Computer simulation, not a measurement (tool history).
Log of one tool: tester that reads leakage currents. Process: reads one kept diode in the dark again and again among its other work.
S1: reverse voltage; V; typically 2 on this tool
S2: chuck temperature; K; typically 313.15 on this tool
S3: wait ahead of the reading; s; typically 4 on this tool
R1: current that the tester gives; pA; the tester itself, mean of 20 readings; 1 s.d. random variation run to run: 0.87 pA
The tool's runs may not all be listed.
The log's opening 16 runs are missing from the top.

run    hour    S1      S2    S3      R1
 17  2823.2     2  313.15     4  324.57
 18  3008.1     2  313.15     4  327.43
 19  3253.2     2  313.15     4  330.84
 20  3364.9  1.27  298.15  7.68   86.08
     3511.1  -- chuck's temperature calibrated, once more
 21  3616.6  1.27  298.15  7.68    74.2
 22  3757.7  1.27  298.15  7.68   75.16
 23  3983.8  2.04  294.15  0.35   73.07
     4134.9  -- probe card cleaned and baked
 24  4180.7  2.74  318.15  1.53  485.74

Predict the results of run 25:
 25  4304.8  6.87  293.15  6.68   ?

Run 25 yielded R1 115.02 pA.
If the tool had no hidden condition, the same run with the same run-to-run variation would have returned R1 113.64 pA.
